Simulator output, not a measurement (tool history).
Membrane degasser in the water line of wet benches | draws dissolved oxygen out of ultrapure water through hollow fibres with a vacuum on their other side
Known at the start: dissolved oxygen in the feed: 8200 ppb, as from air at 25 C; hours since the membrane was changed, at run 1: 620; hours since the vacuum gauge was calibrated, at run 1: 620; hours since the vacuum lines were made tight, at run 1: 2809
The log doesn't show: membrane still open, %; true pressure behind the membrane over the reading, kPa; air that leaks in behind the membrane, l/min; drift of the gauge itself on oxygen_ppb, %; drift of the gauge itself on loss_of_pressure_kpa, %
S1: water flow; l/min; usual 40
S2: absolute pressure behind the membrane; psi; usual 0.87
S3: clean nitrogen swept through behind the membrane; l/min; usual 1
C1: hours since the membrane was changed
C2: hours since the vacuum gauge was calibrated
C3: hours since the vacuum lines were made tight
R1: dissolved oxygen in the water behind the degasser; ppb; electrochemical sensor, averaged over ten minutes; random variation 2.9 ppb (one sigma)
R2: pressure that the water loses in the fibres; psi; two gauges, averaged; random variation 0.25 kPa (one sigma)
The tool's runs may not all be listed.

run    hour  S1     S2    S3    C1    C2    C3      R1      R2
  1       0  40   0.87     1   620   620  2809   292.7   9.762
  2    27.9  40   0.87     1   648   648  2837     291   9.805
  3    48.3  40   0.87  0.42   669   669  2858     486   9.844
  4    96.5  40   0.87     1   717   717  2906     298   9.822
  5   137.4  40   0.87     1   758   758  2947     287   9.754
  6   172.2  40   0.87     1   792   792  2982     293   9.832
  7   210.2  40   0.87     1   830   830  3020   293.8   9.802
  8   234.8  51   0.87     1   855   855  3044   373.2   12.46
  9   275.8  40   0.87     1   896   896  3085   292.6   9.815
 10   319.3  40   0.87  0.75   939   939  3129   343.9   9.828
 11   354.3  40   0.87     1   975   975  3164   295.9   9.821
 12   375.4  40   0.87     1   996   996  3185   297.7   9.839
 13   400.7  40   0.87     1  1021  1021  3210   299.3   9.758
 14   421.3  40   0.87     1  1041  1041  3231   293.4   9.809
 15   442.8  40   0.87     1  1063  1063  3252   290.7   9.764
 16   490.5  40   0.87  0.83  1111  1111  3300   330.5    9.85
 17   517.4  40  1.195  0.59  1138  1138  3327   648.8   9.897
 18   553.7  40  1.195  0.59  1174  1174  3363   632.5   9.807
 19   591.1  54  1.195  0.59  1211  1211  3400   800.6  13.362
 20   612.9  34  1.195  0.59  1233  1233  3422   560.9   8.315
 21     660  28  1.272  0.59  1280  1280  3469   531.1   6.865
 22   693.3  28  1.272  0.59  1313  1313  3503   530.1   6.857
 23   720.4  35  0.641  0.55  1341  1341  3530   201.5   8.595
 24   743.1  38  0.528  0.79  1363  1363  3552   115.3   9.393
 25   767.5  35  1.389  0.79  1388  1388  3577   583.6   8.559
 26   799.4  51  1.389  0.56  1420  1420  3609   957.7   12.52
 27   842.1  51  1.389  0.56  1462  1462  3652   967.1  12.572
 28   877.3  51  1.389  0.56  1498  1498  3687   965.7  12.562
 29     901  63  1.389  0.61  1521  1521  3710  1065.4  15.599
 30   942.1  56  1.156  1.04  1562  1562  3752   586.5   13.79
 31   979.5  46  0.666  1.04  1600  1600  3789   219.9  11.304
 32  1021.6  24   1.15  2.27  1642  1642  3831   147.3   5.922

4 ways to go on from here, each from the tool as it stands after run 32. What would each give?
  A  1067.6  47  0.569  2.27  1688  1688  3877   ?   ?
  B  1067.6  63  1.588  2.27  1688  1688  3877   ?   ?
  C  1067.6  40   0.74     1  1688  1688  3877   ?   ?
  D  1067.6  40   0.87  0.64  1688  1688  3877   ?   ?

run     R1      R2
  A  134.5   11.51
  B  588.9  15.505
  C  226.8   9.896
  D    388   9.887
Without the tool's hidden state the same runs would have given:
run     R1      R2
  A  126.7  11.422
  B  578.9  15.387
  C  216.4   9.821
  D    375   9.812
